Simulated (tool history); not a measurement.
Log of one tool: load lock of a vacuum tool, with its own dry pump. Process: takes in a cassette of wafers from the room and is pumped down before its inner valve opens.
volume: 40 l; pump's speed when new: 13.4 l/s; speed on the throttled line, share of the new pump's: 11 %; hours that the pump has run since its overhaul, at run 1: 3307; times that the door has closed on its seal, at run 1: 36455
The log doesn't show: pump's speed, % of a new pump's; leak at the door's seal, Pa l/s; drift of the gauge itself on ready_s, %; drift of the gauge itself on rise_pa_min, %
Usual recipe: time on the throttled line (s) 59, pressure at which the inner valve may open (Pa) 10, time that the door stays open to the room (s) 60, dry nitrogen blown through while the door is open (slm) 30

run    hour  time on the throttled line (s)  pressure at which the inner valve may open (Pa)  time that the door stays open to the room (s)  dry nitrogen blown through while the door is open (slm)  hours that the pump has run since its overhaul  times that the door has closed on its seal  incoming humidity of the room's air, %  time from the closed door until the inner valve may open (s)  rise of the pressure with all valves shut (Pa/min)
  1     0.0                              59                                               10                                             60                                                       30                                            3307                                       36455                                    47.7                                                          81.5                                               0.471
  2    85.6                              59                                               10                                             60                                                       30                                            3392                                       36806                                    45.2                                                          81.6                                               0.483
  3   208.8                              36                                               10                                             60                                                       30                                            3516                                       37311                                    46.3                                                          61.6                                               0.492
  4   330.4                              59                                               10                                             60                                                       30                                            3637                                       37810                                    44.5                                                          82.1                                               0.505
  5   479.3                              59                                               10                                             60                                                       30                                            3786                                       38420                                    43.0                                                          80.3                                               0.497
  6   566.4                              59                                               10                                             60                                                       30                                            3873                                       38777                                    43.9                                                          81.7                                               0.514
  7   644.2                              59                                               10                                             60                                                       30                                            3951                                       39096                                    46.0                                                          80.9                                               0.525
  8   798.6                              59                                               10                                             60                                                       30                                            4105                                       39728                                    45.0                                                          81.1                                               0.538
  9   891.6                              33                                               10                                             60                                                       30                                            4198                                       40110                                    47.0                                                          59.9                                               0.550
     1007.7  -- door's seal changed, seat wiped
 10  1047.1                              33                                               10                                             60                                                       30                                            4352                                         161                                    46.4                                                          59.9                                               0.037
 11  1156.7                              59                                               10                                             60                                                       30                                            4462                                         610                                    44.7                                                          82.0                                               0.041
 12  1296.7                              32                                               10                                             60                                                       30                                            4602                                        1184                                    45.2                                                          58.4                                               0.042
 13  1408.8                              32                                               10                                             60                                                       30                                            4714                                        1644                                    44.2                                                          59.0                                               0.043
 14  1544.1                              32                                               10                                             60                                                       30                                            4849                                        2198                                    39.2                                                          58.2                                               0.041
 15  1708.7                              32                                               10                                             60                                                       30                                            5014                                        2873                                    46.5                                                          58.9                                               0.047
 16  1824.7                              32                                               10                                             60                                                       30                                            5130                                        3349                                    49.3                                                          58.7                                               0.049
 17  1961.3                              32                                               10                                             60                                                       30                                            5267                                        3909                                    46.4                                                          58.7                                               0.051
 18  2079.2                              70                                               10                                             60                                                       30                                            5384                                        4392                                    43.1                                                          92.4                                               0.055
 19  2236.2                              70                                               10                                             60                                                       30                                            5541                                        5035                                    44.5                                                          92.4                                               0.056
 20  2395.3                             111                                                8                                            213                                                       30                                            5700                                        5687                                    47.5                                                         129.1                                               0.084
 21  2564.2                              59                                               15                                             60                                                       30                                            5869                                        6379                                    48.2                                                          82.0                                               0.069
 22  2663.3                              59                                               15                                             60                                                       30                                            5968                                        6786                                    46.3                                                          81.1                                               0.071
 23  2823.3                              59                                               10                                             42                                                       38                                            6129                                        7442                                    40.3                                                          81.9                                               0.060
 24  2973.5                              59                                               15                                             60                                                        4                                            6279                                        8057                                    43.8                                                          82.9                                               0.094
 25  3124.8                              75                                               15                                             60                                                        4                                            6430                                        8678                                    46.1                                                          95.3                                               0.109
 26  3202.1                              31                                                9                                             45                                                       23                                            6507                                        8995                                    46.8                                                          60.1                                               0.084
 27  3359.5                              54                                               16                                            165                                                        4                                            6665                                        9640                                    43.4                                                          78.1                                               0.137
 28  3432.4                              59                                               14                                            160                                                       35                                            6738                                        9938                                    45.6                                                          81.3                                               0.108
 29  3577.1                              59                                               14                                            160                                                       35                                            6882                                       10531                                    45.1                                                          82.2                                               0.112
 30  3671.3                              74                                               13                                            160                                                       35                                            6976                                       10918                                    43.1                                                          95.2                                               0.105
 31  3780.6                              59                                               12                                             60                                                       12                                            7086                                       11366                                    45.3                                                          82.5                                               0.121
 32  3950.8                              76                                               10                                             39                                                        8                                            7256                                       12063                                    41.8                                                          98.4                                               0.118
 33  4062.3                              76                                               10                                             39                                                        8                                            7368                                       12520                                    43.1                                                          98.5                                               0.118
 34  4159.0                              59                                                7                                             60                                                       33                                            7464                                       12917                                    41.4                                                          85.4                                               0.109
 35  4264.2                              59                                                7                                             60                                                       33                                            7569                                       13348                                    46.2                                                          84.7                                               0.123
 36  4414.1                              59                                               10                                             31                                                       14                                            7719                                       13962                                    44.4                                                          83.5                                               0.129

Some steps in time from the closed door until the inner valve may open (s) between neighbouring runs. How much of each would the tool show without its hidden state too (settings, what came in, random variation), and how much is left for the hidden state, with any gauge scatter that isn't in both results?
Run 19 -> 20: time on the throttled line (s) 70 -> 111, pressure at which the inner valve may open (Pa) 10 -> 8, time that the door stays open to the room (s) 60 -> 213. time from the closed door until the inner valve may open (s) +36.7: hidden state -0.5, all else +37.2.
Run 20 -> 21: time on the throttled line (s) 111 -> 59, pressure at which the inner valve may open (Pa) 8 -> 15, time that the door stays open to the room (s) 213 -> 60. time from the closed door until the inner valve may open (s) -47.1: hidden state +0.6, all else -47.7.
Run 25 -> 26: time on the throttled line (s) 75 -> 31, pressure at which the inner valve may open (Pa) 15 -> 9, time that the door stays open to the room (s) 60 -> 45, dry nitrogen blown through while the door is open (slm) 4 -> 23. time from the closed door until the inner valve may open (s) -35.2: hidden state +1.1, all else -36.3.
Run 26 -> 27: time on the throttled line (s) 31 -> 54, pressure at which the inner valve may open (Pa) 9 -> 16, time that the door stays open to the room (s) 45 -> 165, dry nitrogen blown through while the door is open (slm) 23 -> 4. time from the closed door until the inner valve may open (s) +18.0: hidden state -0.6, all else +18.6.
